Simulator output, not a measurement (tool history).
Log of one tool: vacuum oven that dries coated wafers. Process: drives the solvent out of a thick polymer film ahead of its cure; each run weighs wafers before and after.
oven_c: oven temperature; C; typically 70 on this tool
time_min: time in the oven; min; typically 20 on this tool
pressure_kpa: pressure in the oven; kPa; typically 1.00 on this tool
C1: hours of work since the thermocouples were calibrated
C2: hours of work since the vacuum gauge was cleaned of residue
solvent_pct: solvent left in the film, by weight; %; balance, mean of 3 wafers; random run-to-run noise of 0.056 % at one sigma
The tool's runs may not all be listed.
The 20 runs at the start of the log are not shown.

run 21 day=9.121 | oven_c=64 time_min=20 pressure_kpa=1.00 | C1=327 C2=165 | solvent_pct=4.64
run 22 day=9.600 | oven_c=64 time_min=20 pressure_kpa=1.00 | C1=335 C2=173 | solvent_pct=4.57
run 23 day=10.188 | oven_c=64 time_min=20 pressure_kpa=1.00 | C1=345 C2=183 | solvent_pct=4.58
run 24 day=10.708 | oven_c=65 time_min=25 pressure_kpa=1.00 | C1=354 C2=192 | solvent_pct=3.40
run 25 day=11.008 | oven_c=65 time_min=25 pressure_kpa=1.00 | C1=359 C2=197 | solvent_pct=3.37
run 26 day=11.550 | oven_c=65 time_min=14 pressure_kpa=1.13 | C1=368 C2=206 | solvent_pct=5.89
run 27 day=11.954 | oven_c=65 time_min=14 pressure_kpa=1.13 | C1=375 C2=213 | solvent_pct=5.91
run 28 day=12.508 | oven_c=65 time_min=14 pressure_kpa=1.13 | C1=384 C2=222 | solvent_pct=5.83
run 29 day=13.054 | oven_c=77 time_min=19 pressure_kpa=2.06 | C1=393 C2=232 | solvent_pct=2.31
run 30 day=13.512 | oven_c=76 time_min=26 pressure_kpa=0.60 | C1=401 C2=239 | solvent_pct=0.74
run 31 day=13.875 | oven_c=76 time_min=26 pressure_kpa=0.60 | C1=407 C2=246 | solvent_pct=0.78

The next listed run, before its measurement:
run 32 day=14.283 | oven_c=76 time_min=26 pressure_kpa=0.60 | C1=414 C2=252 | solvent_pct=?

solvent_pct: 0.76 %
Take away the tool's hidden state, keep the run-to-run variation as it was, and the same run would have given solvent_pct 0.72 %.
